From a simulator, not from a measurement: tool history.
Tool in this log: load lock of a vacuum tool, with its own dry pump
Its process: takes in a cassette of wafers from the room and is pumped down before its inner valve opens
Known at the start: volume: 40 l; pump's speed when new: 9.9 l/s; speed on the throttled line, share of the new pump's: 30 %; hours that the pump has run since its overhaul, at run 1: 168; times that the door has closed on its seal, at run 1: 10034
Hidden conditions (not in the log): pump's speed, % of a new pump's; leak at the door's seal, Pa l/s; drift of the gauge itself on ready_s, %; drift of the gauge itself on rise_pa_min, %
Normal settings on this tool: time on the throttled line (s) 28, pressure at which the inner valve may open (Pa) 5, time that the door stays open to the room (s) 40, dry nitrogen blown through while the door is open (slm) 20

| run | hour | time on the throttled line (s) | pressure at which the inner valve may open (Pa) | time that the door stays open to the room (s) | dry nitrogen blown through while the door is open (slm) | hours that the pump has run since its overhaul | times that the door has closed on its seal | incoming humidity of the room's air, % | time from the closed door until the inner valve may open (s) | rise of the pressure with all valves shut (Pa/min) |
|---|---|---|---|---|---|---|---|---|---|---|
| 1 | 0.0 | 28 | 5 | 40 | 20 | 168 | 10034 | 43.5 | 60.2 | 0.228 |
| 2 | 94.4 | 28 | 5 | 40 | 20 | 262 | 10151 | 48.0 | 60.0 | 0.239 |
| 3 | 139.4 | 45 | 5 | 40 | 20 | 307 | 10206 | 46.7 | 72.6 | 0.231 |
| 4 | 239.1 | 45 | 5 | 40 | 20 | 407 | 10330 | 47.3 | 72.9 | 0.240 |
| 5 | 335.1 | 28 | 5 | 40 | 20 | 503 | 10449 | 45.9 | 59.6 | 0.245 |
| 6 | 415.6 | 28 | 5 | 40 | 20 | 583 | 10549 | 47.2 | 60.1 | 0.246 |
| 7 | 470.3 | 28 | 5 | 40 | 20 | 638 | 10617 | 44.9 | 60.2 | 0.257 |
| 8 | 552.9 | 28 | 5 | 40 | 9 | 721 | 10719 | 43.2 | 60.6 | 0.252 |
| 9 | 600.9 | 28 | 5 | 40 | 20 | 769 | 10779 | 39.5 | 60.8 | 0.264 |
| 10 | 672.7 | 28 | 5 | 40 | 13 | 841 | 10868 | 43.8 | 59.6 | 0.261 |
| 11 | 766.3 | 28 | 6 | 43 | 20 | 934 | 10984 | 43.9 | 58.4 | 0.271 |
| 12 | 847.1 | 37 | 6 | 40 | 20 | 1015 | 11084 | 46.1 | 66.2 | 0.260 |
| 13 | 945.9 | 37 | 6 | 40 | 20 | 1114 | 11207 | 43.2 | 65.9 | 0.265 |
| 14 | 1021.0 | 28 | 8 | 28 | 20 | 1189 | 11300 | 45.8 | 57.2 | 0.269 |
| 15 | 1101.2 | 28 | 4 | 40 | 20 | 1269 | 11399 | 45.7 | 61.0 | 0.279 |
| 16 | 1198.9 | 28 | 4 | 40 | 20 | 1367 | 11520 | 45.5 | 62.3 | 0.284 |
| 17 | 1290.5 | 45 | 4 | 102 | 12 | 1458 | 11634 | 45.9 | 74.2 | 0.318 |
| 18 | 1376.6 | 22 | 8 | 137 | 12 | 1544 | 11741 | 44.9 | 54.4 | 0.335 |
| 19 | 1448.6 | 28 | 7 | 40 | 29 | 1616 | 11830 | 46.3 | 59.6 | 0.291 |
| 20 | 1545.6 | 28 | 7 | 40 | 29 | 1713 | 11950 | 45.9 | 58.2 | 0.294 |

Each row is a separate what-if for the run after 20, all from the same tool condition, not one after another. Results?
| A | 1624.6 | 30 | 7 | 92 | 29 | 1792 | 12048 | 44.6 | ? | ? |
| B | 1624.6 | 28 | 7 | 147 | 16 | 1792 | 12048 | 44.5 | ? | ? |
| C | 1624.6 | 27 | 5 | 156 | 20 | 1792 | 12048 | 46.1 | ? | ? |

| run | time from the closed door until the inner valve may open (s) | rise of the pressure with all valves shut (Pa/min) |
|---|---|---|
| A | 60.2 | 0.309 |
| B | 59.1 | 0.342 |
| C | 60.4 | 0.336 |
With the hidden condition removed and each run's random variation left untouched, the same runs would have given:
| run | time from the closed door until the inner valve may open (s) | rise of the pressure with all valves shut (Pa/min) |
|---|---|---|
| A | 59.4 | 0.035 |
| B | 58.4 | 0.063 |
| C | 59.6 | 0.061 |
